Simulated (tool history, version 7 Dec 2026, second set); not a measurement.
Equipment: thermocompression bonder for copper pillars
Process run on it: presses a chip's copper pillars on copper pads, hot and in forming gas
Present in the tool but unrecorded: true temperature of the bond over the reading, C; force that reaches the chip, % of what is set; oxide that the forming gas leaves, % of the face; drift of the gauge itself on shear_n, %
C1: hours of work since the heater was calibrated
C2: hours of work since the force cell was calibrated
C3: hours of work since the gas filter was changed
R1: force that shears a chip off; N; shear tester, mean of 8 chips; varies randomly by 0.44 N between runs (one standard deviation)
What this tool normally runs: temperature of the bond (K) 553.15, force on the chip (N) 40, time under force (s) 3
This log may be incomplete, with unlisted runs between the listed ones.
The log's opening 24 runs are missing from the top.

run 25 hour=251.4 | temperature_of_the_bond_(K)=553.15 force_on_the_chip_(N)=44 time_under_force_(s)=4 | C1=179 C2=483 C3=368 | R1=52.0
run 26 hour=259.6 | temperature_of_the_bond_(K)=582.15 force_on_the_chip_(N)=43 time_under_force_(s)=6 | C1=183 C2=487 C3=372 | R1=78.8
run 27 hour=270.8 | temperature_of_the_bond_(K)=558.15 force_on_the_chip_(N)=43 time_under_force_(s)=6 | C1=189 C2=493 C3=378 | R1=62.6
run 28 hour=282.2 | temperature_of_the_bond_(K)=558.15 force_on_the_chip_(N)=32 time_under_force_(s)=5 | C1=194 C2=498 C3=383 | R1=47.6
run 29 hour=296.7 | temperature_of_the_bond_(K)=558.15 force_on_the_chip_(N)=33 time_under_force_(s)=7 | C1=202 C2=505 C3=390 | R1=55.0
run 30 hour=309.2 | temperature_of_the_bond_(K)=543.15 force_on_the_chip_(N)=51 time_under_force_(s)=3 | C1=208 C2=512 C3=396 | R1=45.1
run 31 hour=321.6 | temperature_of_the_bond_(K)=543.15 force_on_the_chip_(N)=51 time_under_force_(s)=3 | C1=214 C2=518 C3=403 | R1=45.0
run 32 hour=335.8 | temperature_of_the_bond_(K)=569.15 force_on_the_chip_(N)=26 time_under_force_(s)=2 | C1=221 C2=525 C3=410 | R1=34.2
run 33 hour=344.5 | temperature_of_the_bond_(K)=543.15 force_on_the_chip_(N)=26 time_under_force_(s)=2 | C1=225 C2=529 C3=414 | R1=21.9
run 34 hour=357.5 | temperature_of_the_bond_(K)=541.15 force_on_the_chip_(N)=31 time_under_force_(s)=9 | C1=231 C2=535 C3=420 | R1=45.7
run 35 hour=369.5 | temperature_of_the_bond_(K)=536.15 force_on_the_chip_(N)=45 time_under_force_(s)=9 | C1=237 C2=541 C3=426 | R1=54.0
run 36 hour=384.4 | temperature_of_the_bond_(K)=536.15 force_on_the_chip_(N)=45 time_under_force_(s)=9 | C1=245 C2=548 C3=433 | R1=55.0
run 37 hour=399.3 | temperature_of_the_bond_(K)=536.15 force_on_the_chip_(N)=45 time_under_force_(s)=9 | C1=252 C2=556 C3=441 | R1=54.6
run 38 hour=408.3 | temperature_of_the_bond_(K)=562.15 force_on_the_chip_(N)=29 time_under_force_(s)=2 | C1=256 C2=560 C3=445 | R1=33.6
run 39 hour=417.1 | temperature_of_the_bond_(K)=562.15 force_on_the_chip_(N)=29 time_under_force_(s)=2 | C1=261 C2=565 C3=450 | R1=33.6

Below are 5 alternative next runs, each starting from the tool's condition after run 39. Predict each:
run A hour=426.4 | temperature_of_the_bond_(K)=576.15 force_on_the_chip_(N)=40 time_under_force_(s)=3 | C1=265 C2=569 C3=454 | R1=?
run B hour=426.4 | temperature_of_the_bond_(K)=548.15 force_on_the_chip_(N)=44 time_under_force_(s)=4 | C1=265 C2=569 C3=454 | R1=?
run C hour=426.4 | temperature_of_the_bond_(K)=550.15 force_on_the_chip_(N)=40 time_under_force_(s)=2 | C1=265 C2=569 C3=454 | R1=?
run D hour=426.4 | temperature_of_the_bond_(K)=544.15 force_on_the_chip_(N)=31 time_under_force_(s)=2 | C1=265 C2=569 C3=454 | R1=?
run E hour=426.4 | temperature_of_the_bond_(K)=539.15 force_on_the_chip_(N)=40 time_under_force_(s)=3 | C1=265 C2=569 C3=454 | R1=?

run=A R1=60.6
run=B R1=47.9
run=C R1=35.6
run=D R1=26.0
run=E R1=35.2
What these runs would have given with no unlogged condition in the tool:
run=A R1=60.1
run=B R1=47.1
run=C R1=34.9
run=D R1=25.3
run=E R1=34.4

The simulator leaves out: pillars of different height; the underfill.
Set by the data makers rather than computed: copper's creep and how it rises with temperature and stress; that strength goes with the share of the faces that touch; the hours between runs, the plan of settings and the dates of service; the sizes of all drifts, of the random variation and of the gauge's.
